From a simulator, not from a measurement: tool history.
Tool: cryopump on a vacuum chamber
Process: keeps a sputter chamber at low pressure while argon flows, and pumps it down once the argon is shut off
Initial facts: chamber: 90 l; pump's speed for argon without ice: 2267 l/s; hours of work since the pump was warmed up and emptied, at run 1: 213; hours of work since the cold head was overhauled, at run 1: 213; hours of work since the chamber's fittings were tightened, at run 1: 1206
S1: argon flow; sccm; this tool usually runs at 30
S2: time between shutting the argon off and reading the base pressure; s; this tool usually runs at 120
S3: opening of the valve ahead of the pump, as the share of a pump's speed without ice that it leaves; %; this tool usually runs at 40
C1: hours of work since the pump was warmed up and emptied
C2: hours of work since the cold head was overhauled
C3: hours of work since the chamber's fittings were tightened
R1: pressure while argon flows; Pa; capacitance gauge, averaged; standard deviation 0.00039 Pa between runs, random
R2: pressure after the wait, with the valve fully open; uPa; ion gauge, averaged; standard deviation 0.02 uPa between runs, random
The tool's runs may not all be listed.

run 1 hour=0 | S1=30 S2=120 S3=40 | C1=213 C2=213 C3=1206 | R1=0.0583 R2=0.84
run 2 hour=17.4 | S1=30 S2=120 S3=40 | C1=221 C2=221 C3=1215 | R1=0.058 R2=0.86
run 3 hour=37.2 | S1=30 S2=120 S3=40 | C1=231 C2=231 C3=1224 | R1=0.0579 R2=0.87
run 4 hour=50.3 | S1=50 S2=120 S3=40 | C1=237 C2=237 C3=1230 | R1=0.0968 R2=0.85
run 5 hour=67 | S1=50 S2=120 S3=40 | C1=245 C2=245 C3=1238 | R1=0.0967 R2=0.9
run 6 hour=88.2 | S1=37 S2=120 S3=40 | C1=255 C2=255 C3=1248 | R1=0.072 R2=0.88
run 7 hour=105.7 | S1=37 S2=120 S3=40 | C1=263 C2=263 C3=1257 | R1=0.0719 R2=0.85
run 8 hour=120.2 | S1=30 S2=120 S3=40 | C1=270 C2=270 C3=1263 | R1=0.0588 R2=0.88
run 9 hour=134.7 | S1=30 S2=120 S3=40 | C1=277 C2=277 C3=1270 | R1=0.0584 R2=0.89
run 10 hour=152 | S1=30 S2=120 S3=40 | C1=285 C2=285 C3=1278 | R1=0.0582 R2=0.87
run 11 hour=163.2 | S1=30 S2=46 S3=40 | C1=290 C2=290 C3=1284 | R1=0.0583 R2=1.68
run 12 hour=174.5 | S1=30 S2=46 S3=40 | C1=296 C2=296 C3=1289 | R1=0.0589 R2=1.61
run 13 hour=186 | S1=30 S2=46 S3=40 | C1=301 C2=301 C3=1295 | R1=0.0578 R2=1.63
run 14 hour=201.6 | S1=30 S2=46 S3=46 | C1=309 C2=309 C3=1302 | R1=0.0521 R2=1.61
run 15 hour=215.1 | S1=30 S2=46 S3=46 | C1=315 C2=315 C3=1308 | R1=0.051 R2=1.67
run 16 hour=234.2 | S1=30 S2=46 S3=46 | C1=324 C2=324 C3=1318 | R1=0.0513 R2=1.62
run 17 hour=256.2 | S1=30 S2=46 S3=46 | C1=335 C2=335 C3=1328 | R1=0.052 R2=1.67
run 18 hour=270.2 | S1=22 S2=46 S3=23 | C1=341 C2=341 C3=1335 | R1=0.0737 R2=1.61
run 19 hour=292.5 | S1=42 S2=76 S3=58 | C1=352 C2=352 C3=1345 | R1=0.0589 R2=1.17
run 20 hour=312.6 | S1=42 S2=76 S3=58 | C1=361 C2=361 C3=1355 | R1=0.0576 R2=1.17
run 21 hour=327.5 | S1=29 S2=109 S3=59 | C1=368 C2=368 C3=1362 | R1=0.0394 R2=0.95
run 22 hour=347.9 | S1=59 S2=44 S3=33 | C1=378 C2=378 C3=1372 | R1=0.14 R2=1.68
run 23 hour=371.4 | S1=59 S2=107 S3=33 | C1=389 C2=389 C3=1383 | R1=0.1404 R2=0.98
run 24 hour=395.2 | S1=30 S2=72 S3=40 | C1=401 C2=401 C3=1394 | R1=0.0597 R2=1.23
run 25 hour=406.5 | S1=22 S2=120 S3=40 | C1=406 C2=406 C3=1399 | R1=0.0432 R2=0.95
run 26 hour=417.5 | S1=19 S2=39 S3=22 | C1=411 C2=411 C3=1405 | R1=0.0667 R2=1.94
run 27 hour=428.8 | S1=56 S2=39 S3=41 | C1=417 C2=417 C3=1410 | R1=0.1091 R2=1.88
run 28 hour=446.1 | S1=12 S2=41 S3=41 | C1=425 C2=425 C3=1418 | R1=0.0237 R2=1.79
run 29 hour=470 | S1=36 S2=40 S3=33 | C1=436 C2=436 C3=1430 | R1=0.0858 R2=1.86
run 30 hour=489.4 | S1=30 S2=34 S3=40 | C1=445 C2=445 C3=1439 | R1=0.0599 R2=2.15
run 31 hour=500.8 | S1=55 S2=120 S3=21 | C1=451 C2=451 C3=1444 | R1=0.2023 R2=0.95
run 32 hour=518.7 | S1=55 S2=120 S3=21 | C1=459 C2=459 C3=1453 | R1=0.2028 R2=0.91
run 33 hour=538.7 | S1=53 S2=251 S3=18 | C1=469 C2=469 C3=1462 | R1=0.2265 R2=0.65

Predict each of these 4 candidate next runs independently; none follows another, all start after run 33:
run A hour=550.8 | S1=25 S2=120 S3=40 | C1=475 C2=475 C3=1468 | R1=? R2=?
run B hour=550.8 | S1=15 S2=120 S3=40 | C1=475 C2=475 C3=1468 | R1=? R2=?
run C hour=550.8 | S1=28 S2=120 S3=28 | C1=475 C2=475 C3=1468 | R1=? R2=?
run D hour=550.8 | S1=30 S2=63 S3=40 | C1=475 C2=475 C3=1468 | R1=? R2=?

run=A R1=0.0493 R2=0.95
run=B R1=0.0296 R2=0.92
run=C R1=0.078 R2=0.95
run=D R1=0.0602 R2=1.37
Take away the tool's hidden state, keep each run's random variation, and the runs would have read:
run=A R1=0.0459 R2=0.61
run=B R1=0.0275 R2=0.57
run=C R1=0.0741 R2=0.61
run=D R1=0.056 R2=1.03
